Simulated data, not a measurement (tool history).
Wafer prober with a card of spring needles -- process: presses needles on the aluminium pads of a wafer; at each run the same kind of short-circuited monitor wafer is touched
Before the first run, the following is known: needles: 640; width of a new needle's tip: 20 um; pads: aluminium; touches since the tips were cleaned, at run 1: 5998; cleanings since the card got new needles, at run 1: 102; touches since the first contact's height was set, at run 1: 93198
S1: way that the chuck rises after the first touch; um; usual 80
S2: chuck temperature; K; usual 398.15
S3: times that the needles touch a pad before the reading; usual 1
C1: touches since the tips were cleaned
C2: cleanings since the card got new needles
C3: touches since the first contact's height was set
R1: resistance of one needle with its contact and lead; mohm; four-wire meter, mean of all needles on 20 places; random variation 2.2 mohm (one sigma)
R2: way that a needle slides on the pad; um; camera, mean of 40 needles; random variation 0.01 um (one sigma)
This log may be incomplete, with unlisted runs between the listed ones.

run	hour	S1	S2	S3	C1	C2	C3	R1	R2
1	0.0	80	398.15	1	5998	102	93198	240	17.36
# hour 7.9: tips cleaned on abrasive film
# hour 23.6: tips cleaned on abrasive film
# hour 39.3: tips cleaned on abrasive film
# hour 55.2: height of the first contact set anew
# hour 59.2: tips cleaned on abrasive film
# hour 74.9: tips cleaned on abrasive film
2	79.3	80	337.15	1	2478	107	13378	227	17.36
# hour 91.1: tips cleaned on abrasive film
# hour 106.8: tips cleaned on abrasive film
# hour 126.4: tips cleaned on abrasive film
# hour 142.1: tips cleaned on abrasive film
# hour 157.8: tips cleaned on abrasive film
3	172.1	80	337.15	1	8004	112	64988	225	17.32
# hour 176.1: tips cleaned on abrasive film
# hour 191.8: tips cleaned on abrasive film
# hour 207.5: tips cleaned on abrasive film
# hour 223.2: tips cleaned on abrasive film
4	237.1	95	398.15	1	7788	116	101116	238	20.55
# hour 241.1: tips cleaned on abrasive film
# hour 256.8: tips cleaned on abrasive film
# hour 272.5: tips cleaned on abrasive film
# hour 280.6: height of the first contact set anew
5	285.8	95	398.15	1	7241	119	2881	234	20.53
# hour 289.8: tips cleaned on abrasive film
# hour 305.5: tips cleaned on abrasive film
# hour 321.2: tips cleaned on abrasive film
# hour 336.9: tips cleaned on abrasive film
# hour 352.5: tips cleaned on abrasive film
# hour 368.2: tips cleaned on abrasive film
6	381.6	95	398.15	1	7492	125	56154	235	20.50
# hour 385.6: tips cleaned on abrasive film
# hour 405.2: tips cleaned on abrasive film
# hour 424.8: tips cleaned on abrasive film
# hour 440.5: tips cleaned on abrasive film
7	445.6	80	398.15	1	2837	129	91692	245	17.25
# hour 457.4: tips cleaned on abrasive film
# hour 473.1: tips cleaned on abrasive film
# hour 488.8: tips cleaned on abrasive film
# hour 504.5: tips cleaned on abrasive film
# hour 504.8: height of the first contact set anew
8	514.2	80	398.15	1	5287	133	5287	238	17.25
# hour 522.1: tips cleaned on abrasive film
# hour 537.8: tips cleaned on abrasive film
# hour 553.5: tips cleaned on abrasive film
# hour 573.1: tips cleaned on abrasive film
9	580.9	80	398.15	1	4364	137	42352	239	17.23
# hour 589.1: tips cleaned on abrasive film
# hour 604.8: tips cleaned on abrasive film
# hour 624.4: tips cleaned on abrasive film
# hour 644.0: tips cleaned on abrasive film
10	646.7	80	398.15	1	1518	141	78926	242	17.21
# hour 662.4: tips cleaned on abrasive film
# hour 678.1: tips cleaned on abrasive film
# hour 693.8: tips cleaned on abrasive film
11	703.6	80	398.15	1	5485	144	110572	240	17.18
# hour 711.5: tips cleaned on abrasive film
# hour 727.2: tips cleaned on abrasive film
# hour 727.5: height of the first contact set anew
# hour 743.2: tips cleaned on abrasive film
# hour 758.9: tips cleaned on abrasive film
# hour 774.6: tips cleaned on abrasive film
# hour 790.3: tips cleaned on abrasive film
12	797.5	80	398.15	1	4041	150	38921	240	17.16
# hour 809.3: tips cleaned on abrasive film
# hour 825.0: tips cleaned on abrasive film
# hour 840.7: tips cleaned on abrasive film
# hour 856.4: tips cleaned on abrasive film
# hour 872.1: tips cleaned on abrasive film
# hour 891.7: tips cleaned on abrasive film
13	892.4	80	398.15	1	384	156	91625	239	17.15
# hour 908.1: tips cleaned on abrasive film
# hour 927.7: tips cleaned on abrasive film
14	933.4	80	398.15	1	3218	158	114463	243	17.12
# hour 945.2: tips cleaned on abrasive film
# hour 953.3: height of the first contact set anew
# hour 961.2: tips cleaned on abrasive film
# hour 976.9: tips cleaned on abrasive film
15	987.5	80	398.15	1	5929	161	19009	239	17.12
# hour 995.4: tips cleaned on abrasive film
# hour 1011.1: tips cleaned on abrasive film
# hour 1026.8: tips cleaned on abrasive film
16	1031.9	80	311.15	1	2863	164	43672	220	17.10
# hour 1043.7: tips cleaned on abrasive film
# hour 1059.4: tips cleaned on abrasive film
# hour 1075.1: tips cleaned on abrasive film
# hour 1082.9: gauge calibrated
# hour 1090.8: tips cleaned on abrasive film
17	1094.1	94	356.15	1	1825	168	78198	227	20.41
# hour 1109.8: tips cleaned on abrasive film
# hour 1125.5: tips cleaned on abrasive film
# hour 1141.2: tips cleaned on abrasive film
# hour 1156.9: tips cleaned on abrasive film
18	1167.2	67	315.15	1	5758	172	118837	224	14.52
# hour 1175.1: tips cleaned on abrasive film
# hour 1179.3: height of the first contact set anew
# hour 1191.1: tips cleaned on abrasive film
# hour 1206.8: tips cleaned on abrasive film
# hour 1222.5: tips cleaned on abrasive film
# hour 1242.0: tips cleaned on abrasive film
19	1252.3	67	315.15	2	5708	177	40589	223	14.51
# hour 1260.2: tips cleaned on abrasive film
# hour 1275.9: tips cleaned on abrasive film
# hour 1295.4: tips cleaned on abrasive film
20	1302.2	67	315.15	2	3790	180	68359	219	14.52
# hour 1314.0: tips cleaned on abrasive film
# hour 1329.7: tips cleaned on abrasive film
# hour 1349.3: tips cleaned on abrasive film
# hour 1368.9: tips cleaned on abrasive film
21	1371.9	67	315.15	2	1678	184	107098	219	14.51
# hour 1387.6: tips cleaned on abrasive film
# hour 1403.5: height of the first contact set anew
# hour 1407.5: tips cleaned on abrasive film
# hour 1419.5: card fitted with new needles
# hour 1435.2: tips cleaned on abrasive film
# hour 1450.9: tips cleaned on abrasive film
22	1451.2	88	398.15	1	185	2	17626	239	19.01
# hour 1466.9: tips cleaned on abrasive film
# hour 1482.6: tips cleaned on abrasive film
# hour 1498.3: tips cleaned on abrasive film
# hour 1514.0: tips cleaned on abrasive film
23	1527.6	80	347.15	1	7604	6	60118	231	17.26
# hour 1531.6: tips cleaned on abrasive film
# hour 1547.3: tips cleaned on abrasive film
# hour 1566.9: tips cleaned on abrasive film
# hour 1582.6: tips cleaned on abrasive film
24	1597.4	80	301.15	2	8294	10	98931	214	17.25
# hour 1601.4: tips cleaned on abrasive film
# hour 1617.1: tips cleaned on abrasive film
# hour 1632.8: tips cleaned on abrasive film
25	1637.6	63	323.15	3	2683	13	121234	223	13.56

Measured result minus the same run's result without the hidden state. Both carry the same run-to-run variation, though not necessarily the same gauge scatter:
The tool's hidden condition here consists of: debris on the tips, nm; way that the needles fall short of the set height, um; tips' diameter, um; drift of the gauge itself on contact_mohm, %; drift of the gauge itself on scrub_um, %.
run	R2
1	+0.00
2	-0.02
3	-0.04
4	-0.07
5	-0.08
6	-0.12
7	-0.12
8	-0.13
9	-0.15
10	-0.17
11	-0.19
12	-0.21
13	-0.23
14	-0.25
15	-0.25
16	-0.27
17	-0.01
18	-0.02
19	-0.04
20	-0.05
21	-0.06
22	-0.10
23	-0.11
24	-0.13
25	-0.11
R1: at most 1 mohm away from the measurement, every run.
